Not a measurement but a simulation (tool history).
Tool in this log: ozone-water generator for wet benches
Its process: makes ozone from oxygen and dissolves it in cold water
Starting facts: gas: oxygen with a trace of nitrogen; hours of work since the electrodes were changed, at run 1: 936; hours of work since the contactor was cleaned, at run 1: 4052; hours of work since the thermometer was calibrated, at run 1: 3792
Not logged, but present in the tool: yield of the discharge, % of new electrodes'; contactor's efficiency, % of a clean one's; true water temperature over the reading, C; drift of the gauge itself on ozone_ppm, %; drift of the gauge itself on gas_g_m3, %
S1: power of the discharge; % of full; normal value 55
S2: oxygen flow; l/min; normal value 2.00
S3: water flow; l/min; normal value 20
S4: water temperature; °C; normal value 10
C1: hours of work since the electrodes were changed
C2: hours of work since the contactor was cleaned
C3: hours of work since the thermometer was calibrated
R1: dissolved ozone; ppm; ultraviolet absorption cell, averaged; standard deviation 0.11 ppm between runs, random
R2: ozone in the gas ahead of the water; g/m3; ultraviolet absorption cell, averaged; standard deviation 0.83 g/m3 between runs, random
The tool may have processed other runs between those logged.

{"run": 1, "hour": 0.0, "S1": 55, "S2": 2.0, "S3": 20, "S4": 10, "C1": 936, "C2": 4052, "C3": 3792, "R1": 7.6, "R2": 129.0}
{"hour": 114.2, "done": "contactor cleaned"}
{"run": 2, "hour": 131.6, "S1": 55, "S2": 2.43, "S3": 20, "S4": 10, "C1": 1059, "C2": 17, "C3": 3915, "R1": 8.8, "R2": 121.2}
{"run": 3, "hour": 304.6, "S1": 55, "S2": 2.43, "S3": 20, "S4": 10, "C1": 1226, "C2": 184, "C3": 4082, "R1": 8.8, "R2": 122.5}
{"run": 4, "hour": 447.7, "S1": 55, "S2": 2.0, "S3": 20, "S4": 6, "C1": 1364, "C2": 321, "C3": 4220, "R1": 8.0, "R2": 129.1}
{"hour": 568.9, "done": "water thermometer calibrated"}
{"run": 5, "hour": 613.7, "S1": 55, "S2": 2.0, "S3": 20, "S4": 6, "C1": 1523, "C2": 481, "C3": 43, "R1": 7.9, "R2": 128.4}
{"run": 6, "hour": 759.5, "S1": 55, "S2": 2.0, "S3": 20, "S4": 6, "C1": 1664, "C2": 621, "C3": 184, "R1": 8.1, "R2": 127.0}
{"run": 7, "hour": 853.3, "S1": 55, "S2": 2.0, "S3": 20, "S4": 6, "C1": 1754, "C2": 712, "C3": 274, "R1": 7.8, "R2": 126.2}
{"run": 8, "hour": 1017.1, "S1": 55, "S2": 2.0, "S3": 20, "S4": 6, "C1": 1912, "C2": 870, "C3": 432, "R1": 8.0, "R2": 127.1}
{"run": 9, "hour": 1168.0, "S1": 55, "S2": 2.0, "S3": 20, "S4": 6, "C1": 2057, "C2": 1015, "C3": 577, "R1": 7.9, "R2": 126.6}
{"run": 10, "hour": 1313.0, "S1": 55, "S2": 1.22, "S3": 20, "S4": 10, "C1": 2197, "C2": 1155, "C3": 717, "R1": 6.0, "R2": 146.5}
{"run": 11, "hour": 1415.0, "S1": 55, "S2": 2.0, "S3": 20, "S4": 10, "C1": 2295, "C2": 1253, "C3": 815, "R1": 7.5, "R2": 126.1}
{"run": 12, "hour": 1556.4, "S1": 55, "S2": 2.0, "S3": 20, "S4": 10, "C1": 2432, "C2": 1389, "C3": 952, "R1": 7.6, "R2": 123.4}
{"run": 13, "hour": 1722.4, "S1": 55, "S2": 2.0, "S3": 20, "S4": 10, "C1": 2592, "C2": 1549, "C3": 1112, "R1": 7.5, "R2": 124.7}
{"run": 14, "hour": 1826.5, "S1": 55, "S2": 2.36, "S3": 20, "S4": 10, "C1": 2692, "C2": 1650, "C3": 1212, "R1": 7.9, "R2": 115.7}
{"run": 15, "hour": 2018.1, "S1": 55, "S2": 2.36, "S3": 20, "S4": 10, "C1": 2877, "C2": 1834, "C3": 1397, "R1": 8.0, "R2": 116.3}
{"run": 16, "hour": 2110.5, "S1": 55, "S2": 2.36, "S3": 20, "S4": 10, "C1": 2966, "C2": 1923, "C3": 1486, "R1": 7.9, "R2": 115.6}
{"run": 17, "hour": 2196.5, "S1": 55, "S2": 2.36, "S3": 20, "S4": 10, "C1": 3048, "C2": 2006, "C3": 1569, "R1": 7.9, "R2": 116.7}
{"run": 18, "hour": 2335.7, "S1": 73, "S2": 2.0, "S3": 15, "S4": 10, "C1": 3183, "C2": 2140, "C3": 1703, "R1": 11.7, "R2": 142.3}
{"run": 19, "hour": 2419.5, "S1": 81, "S2": 2.0, "S3": 15, "S4": 10, "C1": 3263, "C2": 2221, "C3": 1783, "R1": 12.3, "R2": 147.9}
{"run": 20, "hour": 2521.7, "S1": 71, "S2": 2.0, "S3": 30, "S4": 10, "C1": 3362, "C2": 2320, "C3": 1882, "R1": 5.0, "R2": 140.8}
{"run": 21, "hour": 2619.4, "S1": 71, "S2": 2.0, "S3": 30, "S4": 10, "C1": 3456, "C2": 2414, "C3": 1976, "R1": 5.0, "R2": 139.1}
{"run": 22, "hour": 2757.4, "S1": 55, "S2": 2.0, "S3": 20, "S4": 5, "C1": 3589, "C2": 2547, "C3": 2109, "R1": 7.7, "R2": 120.8}
{"run": 23, "hour": 2927.9, "S1": 55, "S2": 2.0, "S3": 20, "S4": 5, "C1": 3753, "C2": 2711, "C3": 2273, "R1": 7.3, "R2": 121.6}
{"run": 24, "hour": 3095.1, "S1": 55, "S2": 1.02, "S3": 20, "S4": 10, "C1": 3914, "C2": 2872, "C3": 2435, "R1": 5.0, "R2": 150.1}
{"run": 25, "hour": 3217.8, "S1": 55, "S2": 2.0, "S3": 20, "S4": 9, "C1": 4033, "C2": 2991, "C3": 2553, "R1": 7.4, "R2": 118.1}
{"run": 26, "hour": 3340.1, "S1": 55, "S2": 2.0, "S3": 20, "S4": 9, "C1": 4151, "C2": 3108, "C3": 2671, "R1": 7.3, "R2": 120.8}
{"run": 27, "hour": 3443.4, "S1": 55, "S2": 2.0, "S3": 28, "S4": 10, "C1": 4250, "C2": 3208, "C3": 2770, "R1": 4.9, "R2": 119.1}
{"run": 28, "hour": 3539.0, "S1": 55, "S2": 2.0, "S3": 28, "S4": 10, "C1": 4342, "C2": 3300, "C3": 2862, "R1": 4.6, "R2": 120.1}
{"run": 29, "hour": 3719.4, "S1": 55, "S2": 2.0, "S3": 28, "S4": 10, "C1": 4516, "C2": 3474, "C3": 3036, "R1": 4.6, "R2": 120.5}
{"run": 30, "hour": 3900.5, "S1": 78, "S2": 2.0, "S3": 28, "S4": 14, "C1": 4691, "C2": 3648, "C3": 3211, "R1": 5.4, "R2": 140.2}
{"run": 31, "hour": 4008.1, "S1": 78, "S2": 2.0, "S3": 30, "S4": 13, "C1": 4794, "C2": 3752, "C3": 3314, "R1": 5.0, "R2": 138.8}
{"run": 32, "hour": 4135.0, "S1": 78, "S2": 2.0, "S3": 30, "S4": 13, "C1": 4917, "C2": 3875, "C3": 3437, "R1": 5.0, "R2": 139.6}

For some of the steps in R1 from one run to the next: how much would appear even if the tool had no hidden state, given the settings, what came in and random variation, and how much remains for the hidden state plus any gauge scatter that the measured result and the result without hidden state don't share?
Run 17 -> 18: S1 55 -> 73, S2 2.36 -> 2.00, S3 20 -> 15. R1 +3.8 ppm: hidden state -0.5, all else +4.3.
Run 19 -> 20: S1 81 -> 71, S3 15 -> 30. R1 -7.3 ppm: hidden state +0.9, all else -8.2.
Run 21 -> 22: S1 71 -> 55, S3 30 -> 20, S4 10 -> 5. R1 +2.7 ppm: hidden state -0.2, all else +2.9.
Run 24 -> 25: S2 1.02 -> 2.00, S4 10 -> 9. R1 +2.4 ppm: hidden state -0.4, all else +2.8.

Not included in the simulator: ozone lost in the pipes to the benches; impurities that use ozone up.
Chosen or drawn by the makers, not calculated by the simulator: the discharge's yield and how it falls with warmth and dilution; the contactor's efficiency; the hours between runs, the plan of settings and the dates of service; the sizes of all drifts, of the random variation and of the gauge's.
